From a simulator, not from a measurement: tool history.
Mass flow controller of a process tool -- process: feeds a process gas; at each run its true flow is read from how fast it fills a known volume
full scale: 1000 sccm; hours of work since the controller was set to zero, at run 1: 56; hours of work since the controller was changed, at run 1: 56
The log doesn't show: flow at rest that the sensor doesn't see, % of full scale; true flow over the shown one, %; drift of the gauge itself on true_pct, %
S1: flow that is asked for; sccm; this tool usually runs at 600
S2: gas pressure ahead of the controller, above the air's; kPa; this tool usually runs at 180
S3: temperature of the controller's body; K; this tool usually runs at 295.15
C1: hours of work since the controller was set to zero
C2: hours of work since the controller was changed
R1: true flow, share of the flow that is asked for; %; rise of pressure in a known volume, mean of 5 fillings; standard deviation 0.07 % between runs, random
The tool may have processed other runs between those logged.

run 1 hour=0 | S1=600 S2=180 S3=295.15 | C1=56 C2=56 | R1=99.2
run 2 hour=173.8 | S1=600 S2=180 S3=295.15 | C1=135 C2=135 | R1=99.25
run 3 hour=385.4 | S1=600 S2=180 S3=295.15 | C1=232 C2=232 | R1=99.38
run 4 hour=522.7 | S1=600 S2=180 S3=295.15 | C1=295 C2=295 | R1=99.47
run 5 hour=627.9 | S1=532 S2=180 S3=295.15 | C1=343 C2=343 | R1=99.51
run 6 hour=795.3 | S1=600 S2=217 S3=295.15 | C1=420 C2=420 | R1=99.73
run 7 hour=972.4 | S1=600 S2=180 S3=295.15 | C1=501 C2=501 | R1=99.67
run 8 hour=1127.3 | S1=600 S2=180 S3=295.15 | C1=571 C2=571 | R1=99.71
run 9 hour=1295.1 | S1=600 S2=180 S3=295.15 | C1=648 C2=648 | R1=99.83
run 10 hour=1439.7 | S1=600 S2=180 S3=295.15 | C1=714 C2=714 | R1=99.71
run 11 hour=1627.7 | S1=600 S2=210 S3=295.15 | C1=800 C2=800 | R1=99.97
run 12 hour=1776.9 | S1=600 S2=210 S3=295.15 | C1=869 C2=869 | R1=100.13
run 13 hour=1924.6 | S1=600 S2=210 S3=295.15 | C1=936 C2=936 | R1=100.07
-- hour=2097.2 gauge calibrated
run 14 hour=2129 | S1=198 S2=180 S3=295.15 | C1=1030 C2=1030 | R1=98.93
run 15 hour=2290.2 | S1=363 S2=180 S3=295.15 | C1=1103 C2=1103 | R1=99.09
run 16 hour=2414.6 | S1=363 S2=180 S3=295.15 | C1=1160 C2=1160 | R1=99.2
run 17 hour=2650.7 | S1=363 S2=180 S3=295.15 | C1=1268 C2=1268 | R1=99.22
run 18 hour=2785.9 | S1=363 S2=180 S3=295.15 | C1=1330 C2=1330 | R1=99.39
run 19 hour=3034.1 | S1=600 S2=180 S3=295.15 | C1=1444 C2=1444 | R1=99.63
run 20 hour=3182.6 | S1=600 S2=180 S3=295.15 | C1=1512 C2=1512 | R1=99.66
run 21 hour=3433.6 | S1=600 S2=180 S3=295.15 | C1=1626 C2=1626 | R1=99.77
run 22 hour=3603.2 | S1=600 S2=180 S3=295.15 | C1=1704 C2=1704 | R1=99.8
run 23 hour=3828 | S1=600 S2=180 S3=295.15 | C1=1807 C2=1807 | R1=99.79
run 24 hour=3936.9 | S1=600 S2=180 S3=295.15 | C1=1857 C2=1857 | R1=99.97
run 25 hour=4053.1 | S1=600 S2=180 S3=295.15 | C1=1910 C2=1910 | R1=99.92
run 26 hour=4225.6 | S1=600 S2=173 S3=312.15 | C1=1989 C2=1989 | R1=101.06
run 27 hour=4372 | S1=317 S2=147 S3=312.15 | C1=2056 C2=2056 | R1=100.83
run 28 hour=4518.1 | S1=317 S2=153 S3=301.15 | C1=2122 C2=2122 | R1=100.2
run 29 hour=4642.6 | S1=220 S2=273 S3=310.15 | C1=2179 C2=2179 | R1=101.12
run 30 hour=4867.8 | S1=220 S2=273 S3=310.15 | C1=2282 C2=2282 | R1=101.23
run 31 hour=5107.7 | S1=674 S2=144 S3=296.15 | C1=2392 C2=2392 | R1=100.21
run 32 hour=5332.8 | S1=720 S2=166 S3=299.15 | C1=2495 C2=2495 | R1=100.75
-- hour=5509.4 gauge calibrated
run 33 hour=5521.8 | S1=757 S2=180 S3=295.15 | C1=2582 C2=2582 | R1=99.51
run 34 hour=5690.9 | S1=757 S2=180 S3=295.15 | C1=2659 C2=2659 | R1=99.51
run 35 hour=5919.1 | S1=757 S2=192 S3=295.15 | C1=2763 C2=2763 | R1=99.6
run 36 hour=6113.3 | S1=893 S2=224 S3=312.15 | C1=2852 C2=2852 | R1=101.1
run 37 hour=6217.9 | S1=893 S2=224 S3=312.15 | C1=2900 C2=2900 | R1=101.23
run 38 hour=6471.3 | S1=893 S2=224 S3=312.15 | C1=3016 C2=3016 | R1=101.38
run 39 hour=6643.2 | S1=600 S2=183 S3=304.15 | C1=3094 C2=3094 | R1=100.34
run 40 hour=6750.9 | S1=160 S2=183 S3=304.15 | C1=3144 C2=3144 | R1=99.94
run 41 hour=6927.3 | S1=600 S2=276 S3=295.15 | C1=3224 C2=3224 | R1=100.21
run 42 hour=7182 | S1=157 S2=225 S3=302.15 | C1=3341 C2=3341 | R1=100.11
run 43 hour=7353.8 | S1=157 S2=225 S3=302.15 | C1=3419 C2=3419 | R1=100.2
run 44 hour=7496.4 | S1=157 S2=225 S3=302.15 | C1=3485 C2=3485 | R1=100.31
run 45 hour=7752.3 | S1=108 S2=146 S3=302.15 | C1=3602 C2=3602 | R1=99.87
run 46 hour=7917.9 | S1=108 S2=146 S3=302.15 | C1=3677 C2=3677 | R1=99.82
run 47 hour=8122.1 | S1=439 S2=180 S3=300.15 | C1=3771 C2=3771 | R1=100.39

Predict each of these 3 candidate next runs independently; none follows another, all start after run 47:
-- hour=8227.3 gauge calibrated
run A hour=8350.3 | S1=448 S2=180 S3=295.15 | C1=3875 C2=3875 | R1=?
-- hour=8227.3 gauge calibrated
run B hour=8350.3 | S1=311 S2=211 S3=303.15 | C1=3875 C2=3875 | R1=?
-- hour=8227.3 gauge calibrated
run C hour=8350.3 | S1=600 S2=154 S3=295.15 | C1=3875 C2=3875 | R1=?

run=A R1=99.12
run=B R1=99.81
run=C R1=99.25
With the hidden condition removed and each run's random variation left untouched, the same runs would have given:
run=A R1=99.08
run=B R1=99.76
run=C R1=99.2
